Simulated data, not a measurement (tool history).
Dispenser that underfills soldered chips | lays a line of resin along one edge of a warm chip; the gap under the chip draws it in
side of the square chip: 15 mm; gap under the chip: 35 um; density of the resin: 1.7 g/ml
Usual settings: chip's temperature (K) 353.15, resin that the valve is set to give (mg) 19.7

| run | hour | chip's temperature (K) | resin that the valve is set to give (mg) | time until the resin shows at the far edge (s) | resin that the valve gave (mg) |
|---|---|---|---|---|---|
| 1 | 0 | 353.15 | 19.7 | 124.2 | 19.51 |
|  | 2.4 | new syringe of resin |
| 2 | 11.3 | 353.15 | 19.7 | 121.6 | 19.67 |
|  | 13.9 | new syringe of resin |
|  | 25.7 | new syringe of resin |
| 3 | 26.4 | 346.15 | 19.7 | 140.3 | 19.53 |
|  | 38.1 | new syringe of resin |
| 4 | 38.8 | 353.15 | 19.7 | 101.1 | 19.2 |
| 5 | 48.8 | 353.15 | 19.7 | 122.9 | 19.42 |
|  | 50.3 | new syringe of resin |
|  | 61.8 | new syringe of resin |
| 6 | 62.8 | 353.15 | 19.7 | 102.6 | 19.33 |
| 7 | 71.4 | 353.15 | 19.7 | 120 | 19.11 |
|  | 74 | new syringe of resin |
| 8 | 84.9 | 353.15 | 19.7 | 128.3 | 19.2 |
|  | 86.2 | new syringe of resin |
|  | 98.6 | new syringe of resin |
| 9 | 99.1 | 353.15 | 19.7 | 104.1 | 18.87 |
|  | 110.7 | new syringe of resin |
| 10 | 112.4 | 353.15 | 19.7 | 105.9 | 18.99 |
|  | 122.7 | new syringe of resin |
| 11 | 124.9 | 353.15 | 19.8 | 108.2 | 18.86 |
|  | 135.5 | new syringe of resin |
| 12 | 138 | 361.15 | 22.7 | 75.2 | 21.53 |
|  | 147.1 | new syringe of resin |
| 13 | 152.4 | 347.15 | 21.2 | 149.9 | 20.21 |
|  | 159.4 | new syringe of resin |
| 14 | 161.4 | 347.15 | 21.2 | 137.5 | 19.89 |
|  | 171.4 | new syringe of resin |
| 15 | 173.3 | 356.15 | 17.2 | 97.4 | 16.35 |
| 16 | 180.7 | 347.15 | 17.3 | 175.4 | 16.32 |
|  | 183.2 | new syringe of resin |
| 17 | 193.4 | 347.15 | 17.3 | 178.6 | 16.17 |
|  | 195 | new syringe of resin |
| 18 | 205.9 | 353.15 | 23.7 | 128.8 | 21.92 |
|  | 206.8 | new syringe of resin |
|  | 218.8 | new syringe of resin |
| 19 | 218.8 | 353.15 | 23.7 | 102.9 | 22.04 |
| 20 | 227 | 353.15 | 23.7 | 120.5 | 21.87 |
|  | 231.2 | new syringe of resin |
| 21 | 236.8 | 340.15 | 23.2 | 209.5 | 21.26 |

Forecast each of these 3 alternatives for the next run:
|  | 240.3 | dispensing valve cleaned and set on the balance |
|  | 244.1 | new syringe of resin |
| A | 245.2 | 356.15 | 18.6 | ? | ? |
|  | 240.3 | dispensing valve cleaned and set on the balance |
|  | 244.1 | new syringe of resin |
| B | 245.2 | 352.15 | 22.9 | ? | ? |
|  | 240.3 | dispensing valve cleaned and set on the balance |
|  | 244.1 | new syringe of resin |
| C | 245.2 | 351.15 | 20.1 | ? | ? |

| run | time until the resin shows at the far edge (s) | resin that the valve gave (mg) |
|---|---|---|
| A | 91.5 | 18.56 |
| B | 109 | 22.82 |
| C | 114.9 | 20.18 |
Without the tool's hidden state the same runs would have given:
| run | time until the resin shows at the far edge (s) | resin that the valve gave (mg) |
|---|---|---|
| A | 88.2 | 18.56 |
| B | 105.1 | 22.83 |
| C | 110.7 | 20.19 |

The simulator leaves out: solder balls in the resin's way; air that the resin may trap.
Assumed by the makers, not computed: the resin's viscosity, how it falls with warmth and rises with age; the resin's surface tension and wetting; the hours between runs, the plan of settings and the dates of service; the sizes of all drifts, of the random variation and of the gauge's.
